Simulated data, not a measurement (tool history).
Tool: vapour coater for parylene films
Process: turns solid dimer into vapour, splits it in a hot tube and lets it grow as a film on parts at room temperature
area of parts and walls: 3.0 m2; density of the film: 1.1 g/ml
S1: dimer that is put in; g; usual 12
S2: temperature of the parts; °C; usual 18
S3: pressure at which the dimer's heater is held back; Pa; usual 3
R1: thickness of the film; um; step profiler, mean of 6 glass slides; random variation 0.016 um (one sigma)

run	hour	S1	S2	S3	R1
1	0	12	18	3	1.93
2	57.8	12	18	3	1.91
# hour 113.1: trap's valve overhauled
3	113.5	12	18	3	1.94
4	161.9	12	18	3	1.92
5	193.4	12	18	3	1.92
6	227.4	12	18	3	1.97
7	263.4	12	18	3	1.93
8	288.9	21	12	11.39	3.84
9	341.4	21	12	7.21	4.01
10	399.1	15	24	7.21	1.71
11	452.8	15	24	7.21	1.73

3 ways to go on from here, each from the tool as it stands after run 11. What would each give?
A	499.1	15	18	7.21	?
B	499.1	7	18	7.21	?
C	499.1	12	26	3	?

run	R1
A	2.18
B	1.03
C	1.39
Without the tool's hidden state the same runs would have given:
run	R1
A	2.19
B	1.04
C	1.39
